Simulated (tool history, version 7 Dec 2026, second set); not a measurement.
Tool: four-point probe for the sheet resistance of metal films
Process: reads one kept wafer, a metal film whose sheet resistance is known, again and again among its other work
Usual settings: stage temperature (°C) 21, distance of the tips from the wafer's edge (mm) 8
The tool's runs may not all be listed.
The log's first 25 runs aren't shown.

| run | day | stage temperature (°C) | distance of the tips from the wafer's edge (mm) | sheet resistance as the instrument gives it (ohm/square) |
|---|---|---|---|---|
| 26 | 19.096 | 32 | 8 | 0.398512 |
| 27 | 20.046 | 30 | 5 | 0.400008 |
| 28 | 20.762 | 23 | 22 | 0.398502 |
| 29 | 21.221 | 23 | 22 | 0.398575 |
| 30 | 21.862 | 23 | 72 | 0.398437 |
| 31 | 22.400 | 19 | 8 | 0.399428 |
| 32 | 23.300 | 29 | 18 | 0.398178 |
| 33 | 23.971 | 33 | 14 | 0.398017 |
| 34 | 25.046 | 33 | 14 | 0.398022 |
| 35 | 25.846 | 18 | 6 | 0.400038 |
| 36 | 26.438 | 18 | 6 | 0.400158 |
| 37 | 26.925 | 18 | 6 | 0.400153 |
| 38 | 27.596 | 34 | 21 | 0.397691 |
| 39 | 28.633 | 23 | 9 | 0.398784 |
| 40 | 29.188 | 23 | 9 | 0.398852 |
| 41 | 29.892 | 21 | 8 | 0.399211 |
| 42 | 30.746 | 23 | 13 | 0.398428 |
| 43 | 31.362 | 21 | 9 | 0.398920 |
| 44 | 32.062 | 19 | 18 | 0.398690 |
| 45 | 32.988 | 23 | 26 | 0.398281 |

4 ways to go on from here, each from the tool as it stands after run 45. What would each give?
| A | 33.775 | 32 | 28 | ? |
| B | 33.775 | 25 | 8 | ? |
| C | 33.775 | 35 | 12 | ? |
| D | 33.775 | 35 | 33 | ? |

| run | sheet resistance as the instrument gives it (ohm/square) |
|---|---|
| A | 0.397720 |
| B | 0.398791 |
| C | 0.397767 |
| D | 0.397517 |
Without the tool's hidden state the same runs would have given:
| run | sheet resistance as the instrument gives it (ohm/square) |
|---|---|
| A | 0.398626 |
| B | 0.399700 |
| C | 0.398673 |
| D | 0.398422 |

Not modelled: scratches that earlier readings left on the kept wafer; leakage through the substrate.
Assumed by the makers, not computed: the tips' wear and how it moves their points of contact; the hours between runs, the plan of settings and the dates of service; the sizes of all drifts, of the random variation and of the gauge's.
